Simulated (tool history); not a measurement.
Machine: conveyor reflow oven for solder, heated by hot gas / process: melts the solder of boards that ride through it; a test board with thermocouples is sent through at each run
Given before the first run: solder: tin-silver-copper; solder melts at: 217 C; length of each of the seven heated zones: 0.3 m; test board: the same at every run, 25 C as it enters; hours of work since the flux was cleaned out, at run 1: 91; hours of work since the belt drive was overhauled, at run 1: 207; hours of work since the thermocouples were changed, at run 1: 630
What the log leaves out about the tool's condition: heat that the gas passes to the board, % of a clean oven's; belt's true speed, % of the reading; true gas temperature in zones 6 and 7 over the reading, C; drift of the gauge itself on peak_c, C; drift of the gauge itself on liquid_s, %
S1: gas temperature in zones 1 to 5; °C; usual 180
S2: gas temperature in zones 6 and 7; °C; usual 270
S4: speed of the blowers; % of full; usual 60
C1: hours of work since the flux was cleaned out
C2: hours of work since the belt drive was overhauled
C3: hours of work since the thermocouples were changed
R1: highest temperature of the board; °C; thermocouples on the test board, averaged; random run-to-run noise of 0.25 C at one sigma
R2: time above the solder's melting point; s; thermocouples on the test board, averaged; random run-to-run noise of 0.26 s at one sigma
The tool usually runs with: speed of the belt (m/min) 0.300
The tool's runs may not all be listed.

Run 1, hour 0.0: usual settings; C1 91; C2 207; C3 630. Result: R1 256.4 °C, R2 100.2 s.
Run 2, hour 7.7: usual settings; C1 96; C2 212; C3 635. Result: R1 256.7 °C, R2 100.1 s.
Run 3, hour 13.0: usual settings; C1 99; C2 215; C3 639. Result: R1 256.6 °C, R2 100.1 s.
Run 4, hour 21.9: usual settings; C1 105; C2 221; C3 645. Result: R1 256.7 °C, R2 100.1 s.
Run 5, hour 26.3: usual settings but S4 53 % of full; C1 108; C2 224; C3 647. Result: R1 255.3 °C, R2 97.6 s.
Run 6, hour 34.0: usual settings but S4 53 % of full; C1 113; C2 229; C3 652. Result: R1 254.8 °C, R2 97.8 s.
Run 7, hour 40.7: usual settings but S4 53 % of full; C1 117; C2 233; C3 657. Result: R1 254.8 °C, R2 98.2 s.
Run 8, hour 49.7: usual settings but S2 266 °C; C1 123; C2 239; C3 663. Result: R1 252.5 °C, R2 96.4 s.
Run 9, hour 54.7: usual settings; C1 127; C2 243; C3 666. Result: R1 256.6 °C, R2 100.0 s.
Run 10, hour 59.0: usual settings but S4 52 % of full; C1 129; C2 245; C3 669. Result: R1 254.4 °C, R2 97.2 s.
Run 11, hour 67.2: usual settings but S2 262 °C; C1 135; C2 251; C3 674. Result: R1 249.3 °C, R2 92.3 s.
Run 12, hour 76.4: usual settings but S2 262 °C; C1 141; C2 257; C3 680. Result: R1 249.0 °C, R2 92.3 s.
Run 13, hour 84.4: usual settings but S2 262 °C; C1 146; C2 262; C3 686. Result: R1 249.2 °C, R2 92.5 s.
Run 14, hour 89.8: usual settings but S1 170 °C; C1 150; C2 266; C3 689. Result: R1 254.9 °C, R2 92.6 s.
Run 15, hour 94.4: usual settings but S1 170 °C; C1 153; C2 269; C3 692. Result: R1 254.6 °C, R2 92.9 s.
At hour 100.1: flux residue cleaned out of gas plates and filters.
Run 16, hour 104.4: usual settings but S1 170 °C, S2 261 °C, speed of the belt (m/min) 0.349, S4 62 % of full; C1 3; C2 272; C3 696. Result: R1 242.0 °C, R2 64.0 s.
Run 17, hour 112.4: usual settings but S1 176 °C, S2 277 °C, speed of the belt (m/min) 0.349, S4 62 % of full; C1 8; C2 277; C3 701. Result: R1 257.0 °C, R2 83.2 s.
Run 18, hour 117.3: usual settings but S1 176 °C, S2 277 °C, speed of the belt (m/min) 0.349, S4 62 % of full; C1 11; C2 281; C3 704. Result: R1 257.5 °C, R2 83.1 s.
Run 19, hour 123.4: usual settings but S1 190 °C, S2 272 °C, speed of the belt (m/min) 0.263, S4 65 % of full; C1 15; C2 285; C3 708. Result: R1 262.8 °C, R2 128.2 s.
Run 20, hour 130.9: usual settings but S1 191 °C, S4 85 % of full; C1 20; C2 290; C3 713. Result: R1 261.1 °C, R2 111.6 s.
Run 21, hour 135.3: usual settings but S1 187 °C, S2 264 °C, speed of the belt (m/min) 0.333, S4 89 % of full; C1 23; C2 292; C3 716. Result: R1 253.2 °C, R2 92.6 s.
At hour 148.1: flux residue cleaned out of gas plates and filters, once more.
Run 22, hour 149.0: usual settings but S4 75 % of full; C1 1; C2 298; C3 722. Result: R1 259.9 °C, R2 104.3 s.
Run 23, hour 153.9: usual settings but S1 188 °C, speed of the belt (m/min) 0.340, S4 75 % of full; C1 4; C2 301; C3 725. Result: R1 257.3 °C, R2 93.5 s.
Run 24, hour 158.8: usual settings but speed of the belt (m/min) 0.317, S4 81 % of full; C1 7; C2 305; C3 728. Result: R1 259.1 °C, R2 97.8 s.
Run 25, hour 167.4: usual settings but S1 173 °C, S2 282 °C, speed of the belt (m/min) 0.335, S4 55 % of full; C1 13; C2 310; C3 734. Result: R1 262.1 °C, R2 89.5 s.
Run 26, hour 175.6: usual settings but S1 183 °C, S2 262 °C; C1 18; C2 316; C3 739. Result: R1 249.8 °C, R2 95.7 s.
Run 27, hour 181.2: usual settings but S1 183 °C, S2 262 °C; C1 22; C2 319; C3 743. Result: R1 249.6 °C, R2 95.6 s.
Run 28, hour 188.5: usual settings but S2 264 °C, speed of the belt (m/min) 0.324, S4 84 % of full; C1 27; C2 324; C3 748. Result: R1 253.5 °C, R2 91.2 s.
Run 29, hour 194.6: usual settings but S1 171 °C, S2 284 °C, speed of the belt (m/min) 0.283, S4 75 % of full; C1 31; C2 328; C3 752. Result: R1 273.0 °C, R2 115.7 s.
Run 30, hour 201.1: usual settings but S1 191 °C, S2 258 °C, speed of the belt (m/min) 0.283, S4 75 % of full; C1 35; C2 332; C3 756. Result: R1 250.1 °C, R2 110.4 s.

Some steps in R1 between neighbouring runs. How much of each would the tool show without its hidden state too (settings, what came in, random variation), and how much is left for the hidden state, with any gauge scatter that isn't in both results?
Run 15 -> 16: S2 270 -> 261, speed of the belt (m/min) 0.300 -> 0.349, S4 60 -> 62, flux residue cleaned out of gas plates and filters. R1 -12.6 °C: hidden state -0.5, all else -12.1.
Run 16 -> 17: S1 170 -> 176, S2 261 -> 277. R1 +15.0 °C: hidden state -0.1, all else +15.1.
Run 18 -> 19: S1 176 -> 190, S2 277 -> 272, speed of the belt (m/min) 0.349 -> 0.263, S4 62 -> 65. R1 +5.3 °C: hidden state +0.3, all else +5.0.
Run 21 -> 22: S1 187 -> 180, S2 264 -> 270, speed of the belt (m/min) 0.333 -> 0.300, S4 89 -> 75, flux residue cleaned out of gas plates and filters, once more. R1 +6.7 °C: hidden state +1.1, all else +5.6.
Run 28 -> 29: S1 180 -> 171, S2 264 -> 284, speed of the belt (m/min) 0.324 -> 0.283, S4 84 -> 75. R1 +19.5 °C: hidden state +0.0, all else +19.5.
Run 29 -> 30: S1 171 -> 191, S2 284 -> 258. R1 -22.9 °C: hidden state +0.0, all else -22.9.
